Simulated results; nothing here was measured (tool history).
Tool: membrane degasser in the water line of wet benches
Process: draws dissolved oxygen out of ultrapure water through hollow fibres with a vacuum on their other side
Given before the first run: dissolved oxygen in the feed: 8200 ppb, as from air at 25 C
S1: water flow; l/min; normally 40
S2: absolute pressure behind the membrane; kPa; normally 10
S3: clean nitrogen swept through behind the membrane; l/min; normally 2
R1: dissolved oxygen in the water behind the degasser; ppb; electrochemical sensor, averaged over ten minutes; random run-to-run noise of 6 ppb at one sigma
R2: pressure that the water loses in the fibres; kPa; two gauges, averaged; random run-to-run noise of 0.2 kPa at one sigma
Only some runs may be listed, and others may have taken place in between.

run	hour	S1	S2	S3	R1	R2
1	0	40	10	2	599.4	43.29
2	67.6	40	10	2	601.6	43.39
3	121.1	40	23.2	2	1077.4	43.2
4	171.6	37	23.2	2	988.5	40.33
# hour 187.8: seals of the vacuum lines changed
5	206.8	40	10	5.33	435.2	44.02
6	240.5	40	10	5.33	437.8	43.65
7	287.6	39	18.8	1.03	1317	42.58
8	340	39	18.8	1.03	1278.5	42.82
9	407.1	58	10	4.16	932.6	63.96
10	445.6	62	9.4	2.72	1090.5	68.26

For run 11, what comes out?
11	490.3	62	9.4	2.72	?	?

R1: 1084.6 ppb
R2: 68.44 kPa
Were there no unlogged condition in the tool, this run, its random variation unchanged, would have produced R1 1083.8 ppb, R2 66.8 kPa.
